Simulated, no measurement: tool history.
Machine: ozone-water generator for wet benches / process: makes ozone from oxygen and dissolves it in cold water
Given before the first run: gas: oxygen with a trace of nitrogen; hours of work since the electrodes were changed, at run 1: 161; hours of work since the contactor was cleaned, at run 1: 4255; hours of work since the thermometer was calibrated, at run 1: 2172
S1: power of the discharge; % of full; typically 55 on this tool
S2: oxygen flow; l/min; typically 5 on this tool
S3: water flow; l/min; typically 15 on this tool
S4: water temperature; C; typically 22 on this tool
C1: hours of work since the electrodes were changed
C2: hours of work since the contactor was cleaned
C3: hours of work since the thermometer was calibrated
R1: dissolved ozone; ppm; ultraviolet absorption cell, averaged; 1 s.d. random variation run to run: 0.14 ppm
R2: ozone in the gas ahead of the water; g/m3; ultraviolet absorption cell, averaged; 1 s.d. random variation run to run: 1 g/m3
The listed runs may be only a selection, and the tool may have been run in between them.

Run 1, day 0: usual settings; C1 161; C2 4255; C3 2172. Result: R1 16.7 ppm, R2 181.8 g/m3.
Run 2, day 4.725: usual settings; C1 231; C2 4325; C3 2241. Result: R1 16.6 ppm, R2 182.9 g/m3.
Run 3, day 11.121: usual settings; C1 325; C2 4419; C3 2335. Result: R1 16.8 ppm, R2 185.6 g/m3.
Run 4, day 19.979: usual settings; C1 456; C2 4549; C3 2466. Result: R1 16.7 ppm, R2 185.8 g/m3.
Run 5, day 29.429: usual settings; C1 595; C2 4688; C3 2605. Result: R1 16.9 ppm, R2 184.6 g/m3.
Run 6, day 34.071: usual settings but S1 63 % of full; C1 663; C2 4757; C3 2673. Result: R1 18.1 ppm, R2 203.9 g/m3.
Run 7, day 39.992: usual settings but S1 63 % of full; C1 750; C2 4844; C3 2761. Result: R1 18.1 ppm, R2 204.1 g/m3.
Run 8, day 48.317: usual settings but S1 63 % of full; C1 873; C2 4966; C3 2883. Result: R1 18.2 ppm, R2 201.2 g/m3.
Run 9, day 56.779: usual settings but S1 96 % of full, S3 9 l/min; C1 997; C2 5091; C3 3008. Result: R1 33.5 ppm, R2 267.6 g/m3.
At day 59.375: contactor cleaned.
Run 10, day 63.6: usual settings but S1 43 % of full, S2 7.5 l/min, S3 9 l/min; C1 1095; C2 62; C3 3106. Result: R1 17.2 ppm, R2 119.4 g/m3.
Run 11, day 71.412: usual settings but S1 75 % of full, S2 3.06 l/min, S3 11 l/min; C1 1210; C2 177; C3 3221. Result: R1 29.1 ppm, R2 320.7 g/m3.
Run 12, day 78.996: usual settings but S1 88 % of full, S2 4.2 l/min, S3 20 l/min; C1 1322; C2 289; C3 3332. Result: R1 18.5 ppm, R2 285.3 g/m3.
Run 13, day 84.45: usual settings but S1 52 % of full, S4 18 C; C1 1402; C2 369; C3 3413. Result: R1 17 ppm, R2 182.4 g/m3.

Consider 5 possible next runs. They are alternatives, not a sequence: every one starts from the tool as it was left by run 13. What does each give?
Run A, day 92.638: usual settings but S1 52 % of full, S4 14 C; C1 1523; C2 490; C3 3533. Result: R1 ?, R2 ?.
Run B, day 92.638: usual settings but S2 2.65 l/min, S3 16 l/min, S4 19 C; C1 1523; C2 490; C3 3533. Result: R1 ?, R2 ?.
Run C, day 92.638: usual settings but S3 12 l/min; C1 1523; C2 490; C3 3533. Result: R1 ?, R2 ?.
Run D, day 92.638: usual settings but S1 52 % of full, S2 2.89 l/min, S4 18 C; C1 1523; C2 490; C3 3533. Result: R1 ?, R2 ?.
Run E, day 92.638: usual settings but S1 42 % of full, S2 7.12 l/min, S3 17 l/min; C1 1523; C2 490; C3 3533. Result: R1 ?, R2 ?.

run    R1     R2
  A  18.4  180.1
  B    18  291.8
  C  19.6  186.3
  D  18.6  267.8
  E  11.6  123.3
Take away the tool's hidden state, keep each run's random variation, and the runs would have read:
run    R1     R2
  A  18.4  176.3
  B    18  285.6
  C  19.6  182.4
  D  18.6  262.1
  E  11.6  120.7
